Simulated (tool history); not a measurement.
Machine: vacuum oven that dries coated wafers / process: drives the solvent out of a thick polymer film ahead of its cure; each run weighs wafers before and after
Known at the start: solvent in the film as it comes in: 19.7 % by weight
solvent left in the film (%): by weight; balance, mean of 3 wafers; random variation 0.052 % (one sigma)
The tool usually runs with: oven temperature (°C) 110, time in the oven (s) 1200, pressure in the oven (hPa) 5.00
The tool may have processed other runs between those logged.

Run 1, hour 0.0: usual settings. Result: solvent left in the film (%) 2.67.
Run 2, hour 109.9: usual settings. Result: solvent left in the film (%) 2.67.
Run 3, hour 203.5: usual settings. Result: solvent left in the film (%) 2.64.
Run 4, hour 300.9: usual settings but pressure in the oven (hPa) 3.54. Result: solvent left in the film (%) 2.51.
Run 5, hour 390.8: usual settings but pressure in the oven (hPa) 3.54. Result: solvent left in the film (%) 2.56.
Run 6, hour 494.7: usual settings but pressure in the oven (hPa) 3.54. Result: solvent left in the film (%) 2.54.
Run 7, hour 599.6: usual settings but pressure in the oven (hPa) 5.84. Result: solvent left in the film (%) 2.62.
Run 8, hour 674.9: usual settings. Result: solvent left in the film (%) 2.62.
Run 9, hour 788.9: usual settings. Result: solvent left in the film (%) 2.69.
Run 10, hour 840.0: usual settings. Result: solvent left in the film (%) 2.58.
Run 11, hour 916.2: usual settings. Result: solvent left in the film (%) 2.44.
Run 12, hour 975.9: usual settings but oven temperature (°C) 122. Result: solvent left in the film (%) 0.82.
Run 13, hour 1054.5: usual settings but pressure in the oven (hPa) 4.68. Result: solvent left in the film (%) 2.49.
Run 14, hour 1113.1: usual settings but pressure in the oven (hPa) 13.24. Result: solvent left in the film (%) 2.81.
Run 15, hour 1190.0: usual settings but time in the oven (s) 600, pressure in the oven (hPa) 13.24. Result: solvent left in the film (%) 6.41.
Run 16, hour 1260.6: usual settings but time in the oven (s) 600, pressure in the oven (hPa) 13.24. Result: solvent left in the film (%) 6.28.
Run 17, hour 1320.3: usual settings but time in the oven (s) 600, pressure in the oven (hPa) 13.24. Result: solvent left in the film (%) 6.22.
Run 18, hour 1414.2: usual settings but oven temperature (°C) 105, time in the oven (s) 600, pressure in the oven (hPa) 13.24. Result: solvent left in the film (%) 7.59.
At hour 1458.5: oven's thermocouples calibrated.
Run 19, hour 1499.2: usual settings but oven temperature (°C) 124, time in the oven (s) 600, pressure in the oven (hPa) 4.59. Result: solvent left in the film (%) 3.13.
Run 20, hour 1610.2: usual settings but oven temperature (°C) 100, pressure in the oven (hPa) 19.77. Result: solvent left in the film (%) 6.14.
Run 21, hour 1661.1: usual settings but oven temperature (°C) 100, pressure in the oven (hPa) 19.77. Result: solvent left in the film (%) 6.08.
Run 22, hour 1710.8: usual settings but oven temperature (°C) 100, pressure in the oven (hPa) 19.77. Result: solvent left in the film (%) 6.06.
Run 23, hour 1807.8: usual settings but oven temperature (°C) 99, pressure in the oven (hPa) 18.72. Result: solvent left in the film (%) 6.27.
At hour 1846.1: vacuum gauge cleaned of residue and calibrated.
Run 24, hour 1911.7: usual settings but pressure in the oven (hPa) 17.68. Result: solvent left in the film (%) 2.98.
Run 25, hour 2002.9: usual settings but oven temperature (°C) 105, pressure in the oven (hPa) 12.42. Result: solvent left in the film (%) 3.94.
Run 26, hour 2093.9: usual settings but oven temperature (°C) 115, time in the oven (s) 1560, pressure in the oven (hPa) 3.67. Result: solvent left in the film (%) 0.82.
Run 27, hour 2163.8: usual settings but oven temperature (°C) 104, pressure in the oven (hPa) 16.42. Result: solvent left in the film (%) 4.39.
Run 28, hour 2216.3: usual settings but oven temperature (°C) 104, pressure in the oven (hPa) 16.42. Result: solvent left in the film (%) 4.50.
Run 29, hour 2273.0: usual settings but time in the oven (s) 720, pressure in the oven (hPa) 5.96. Result: solvent left in the film (%) 5.07.
Run 30, hour 2395.7: usual settings but oven temperature (°C) 102, time in the oven (s) 720. Result: solvent left in the film (%) 7.29.
Run 31, hour 2476.5: usual settings but oven temperature (°C) 102, time in the oven (s) 720. Result: solvent left in the film (%) 7.19.
Run 32, hour 2584.4: usual settings but oven temperature (°C) 102, time in the oven (s) 720. Result: solvent left in the film (%) 7.16.
Run 33, hour 2702.8: usual settings but oven temperature (°C) 100, pressure in the oven (hPa) 5.18. Result: solvent left in the film (%) 4.72.

Each row is a separate what-if for the run after 33, all from the same tool condition, not one after another. Results?
Run A, hour 2822.6: usual settings but oven temperature (°C) 116. Result: solvent left in the film (%) ?.
Run B, hour 2822.6: usual settings but oven temperature (°C) 116, pressure in the oven (hPa) 5.18. Result: solvent left in the film (%) ?.
Run C, hour 2822.6: usual settings but oven temperature (°C) 103, pressure in the oven (hPa) 5.29. Result: solvent left in the film (%) ?.
Run D, hour 2822.6: usual settings but time in the oven (s) 1080, pressure in the oven (hPa) 6.25. Result: solvent left in the film (%) ?.

run  solvent left in the film (%)
  A                          1.40
  B                          1.46
  C                          3.98
  D                          2.98
Without the tool's unlogged condition, the same runs would have read:
run  solvent left in the film (%)
  A                          1.55
  B                          1.62
  C                          4.29
  D                          3.25
